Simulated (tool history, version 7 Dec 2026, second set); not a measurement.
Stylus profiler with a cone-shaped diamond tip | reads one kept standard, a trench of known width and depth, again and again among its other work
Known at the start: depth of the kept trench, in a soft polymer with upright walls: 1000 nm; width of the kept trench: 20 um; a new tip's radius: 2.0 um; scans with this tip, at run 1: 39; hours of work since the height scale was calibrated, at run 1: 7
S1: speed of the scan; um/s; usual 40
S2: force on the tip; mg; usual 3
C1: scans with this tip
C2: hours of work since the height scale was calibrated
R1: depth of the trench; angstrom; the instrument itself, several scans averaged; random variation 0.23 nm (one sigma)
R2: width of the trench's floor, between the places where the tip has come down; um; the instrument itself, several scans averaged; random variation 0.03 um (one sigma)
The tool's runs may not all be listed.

run	hour	S1	S2	C1	C2	R1	R2
1	0	40	3	39	7	10115.5	16.35
2	8.7	40	3	62	10	10113.3	16.31
3	24.5	40	2.77	105	18	10107.4	16.24
4	43.5	40	3	156	26	10116.8	16.33
5	58	40	3	195	33	10112.1	16.31
6	73.5	40	3	236	40	10117.4	16.25
7	89	15	3	278	47	10117.8	16.39
8	104.6	15	4.48	320	54	10150.1	16.42
9	115.8	40	3	350	59	10115.5	16.28
# hour 117.2: height scale calibrated on a step standard
10	126.2	40	3	377	4	10117	16.28
11	145.9	40	3	430	13	10121.6	16.3
12	164.7	40	3.97	480	22	10141.4	16.26
13	178.8	40	2.05	518	28	10095.6	16.22
14	195.3	18	3.8	563	36	10136.1	16.34
15	208.5	97	6.23	598	42	10190	16.11
16	220.4	48	2.25	630	47	10094.1	16.21
# hour 223.5: height scale calibrated on a step standard, once more
17	234	48	2.25	666	5	10086.9	16.12
18	246.1	49	1.15	698	10	10053.4	16.01
19	264.2	49	1.15	747	19	10053.5	16.05
20	278.2	72	1.65	784	25	10070.2	15.94
21	286.6	79	2.93	807	29	10107.6	15.98
22	298.2	51	1.64	838	34	10070.6	16.1
23	310.4	91	2.04	871	40	10081.2	15.83

Forecast each of these 4 alternatives for the next run:
A	325.8	40	2.77	912	47	?	?
B	325.8	13	3.13	912	47	?	?
C	325.8	40	6.94	912	47	?	?
D	325.8	91	1.22	912	47	?	?

run	R1	R2
A	10104	16.24
B	10111.5	16.36
C	10195.3	16.31
D	10058.7	15.71
Without the tool's hidden state the same runs would have given:
run	R1	R2
A	10106	16.37
B	10113.5	16.49
C	10197.2	16.44
D	10060.7	15.83
